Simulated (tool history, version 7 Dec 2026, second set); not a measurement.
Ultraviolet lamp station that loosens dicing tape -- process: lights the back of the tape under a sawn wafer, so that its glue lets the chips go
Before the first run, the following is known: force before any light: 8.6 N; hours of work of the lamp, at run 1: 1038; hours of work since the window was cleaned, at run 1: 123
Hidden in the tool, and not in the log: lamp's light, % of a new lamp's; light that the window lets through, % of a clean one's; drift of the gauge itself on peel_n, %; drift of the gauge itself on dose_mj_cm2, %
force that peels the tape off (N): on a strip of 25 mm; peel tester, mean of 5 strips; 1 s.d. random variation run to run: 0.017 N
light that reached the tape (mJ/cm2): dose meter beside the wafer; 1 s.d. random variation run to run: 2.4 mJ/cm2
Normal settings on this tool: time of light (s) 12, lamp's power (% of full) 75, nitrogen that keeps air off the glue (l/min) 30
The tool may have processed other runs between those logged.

run    hour  time of light (s)  lamp's power (% of full)  nitrogen that keeps air off the glue (l/min)  hours of work of the lamp  hours of work since the window was cleaned  force that peels the tape off (N)  light that reached the tape (mJ/cm2)
  1     0.0                 12                        75                                            30                       1038                                         123                              1.970                                   162
  2    23.2                 12                        75                                            30                       1055                                         141                              2.000                                   156
  3    41.2                 12                        75                                            30                       1069                                         154                              2.013                                   161
  4    67.5                 12                        75                                            30                       1088                                         174                              2.101                                   157
  5    96.0                  6                        75                                            30                       1110                                         195                              4.332                                    75
  6   134.3                  6                        82                                            30                       1138                                         224                              4.107                                    82
  7   169.6                 12                        75                                            30                       1165                                         250                              2.260                                   148
  8   207.6                 13                        75                                            30                       1193                                         278                              2.066                                   155
  9   235.0                 13                        75                                            30                       1214                                         299                              2.178                                   151
 10   272.7                  9                        75                                            30                       1242                                         327                              3.428                                   102
 11   310.8                  9                        75                                            30                       1270                                         355                              3.457                                    97
      327.5  -- window cleaned of glue's vapour
 12   339.5                  9                        75                                            30                       1291                                           9                              3.144                                   112
 13   376.4                  9                        75                                            29                       1319                                          37                              3.310                                   106
      397.4  -- lamp changed
 14   397.4                 12                        75                                            30                          0                                          51                              0.877                                   255
 15   433.9                 12                        75                                            30                         27                                          79                              0.930                                   251
 16   472.2                 12                        75                                            30                         56                                         107                              0.945                                   249
 17   503.3                 12                        75                                            30                         79                                         130                              0.978                                   238
 18   540.3                 12                        62                                            30                        107                                         158                              1.377                                   197
 19   572.9                 12                        62                                            30                        131                                         182                              1.482                                   191
 20   593.4                 12                        62                                            30                        146                                         198                              1.552                                   189
 21   613.5                 14                        76                                            15                        161                                         213                              1.197                                   270
 22   653.0                 14                        76                                            15                        191                                         242                              1.270                                   268
 23   680.3                 13                        72                                            19                        211                                         263                              1.423                                   233
 24   697.4                 21                        88                                            43                        224                                         275                              0.140                                   451
 25   735.3                 12                        90                                            30                        252                                         304                              0.860                                   257
 26   765.0                 12                        90                                            30                        274                                         326                              0.901                                   259
 27   790.5                 12                        82                                            26                        293                                         345                              1.196                                   232
      822.4  -- window cleaned of glue's vapour
 28   828.9                 17                        91                                            30                        322                                           5                              0.284                                   401
 29   852.4                 18                        65                                            15                        339                                          22                              1.047                                   303
 30   879.2                 14                        71                                            30                        359                                          42                              0.941                                   248
 31   911.1                  9                        79                                            23                        383                                          66                              1.986                                   174
 32   949.4                 21                        72                                            10                        412                                          95                              0.881                                   367
 33   980.8                 21                        72                                            10                        435                                         118                              0.896                                   366
 34  1013.6                 11                        82                                            14                        460                                         143                              1.892                                   210

What does the tool deliver on the next run?
 35  1052.3                 20                        75                                            10                        489                                         172                                  ?                                     ?

Run 35 gave force that peels the tape off (N) 1.021, light that reached the tape (mJ/cm2) 347.
Were there no unlogged condition in the tool, this run, its random variation unchanged, would have produced force that peels the tape off (N) 0.604, light that reached the tape (mJ/cm2) 437.

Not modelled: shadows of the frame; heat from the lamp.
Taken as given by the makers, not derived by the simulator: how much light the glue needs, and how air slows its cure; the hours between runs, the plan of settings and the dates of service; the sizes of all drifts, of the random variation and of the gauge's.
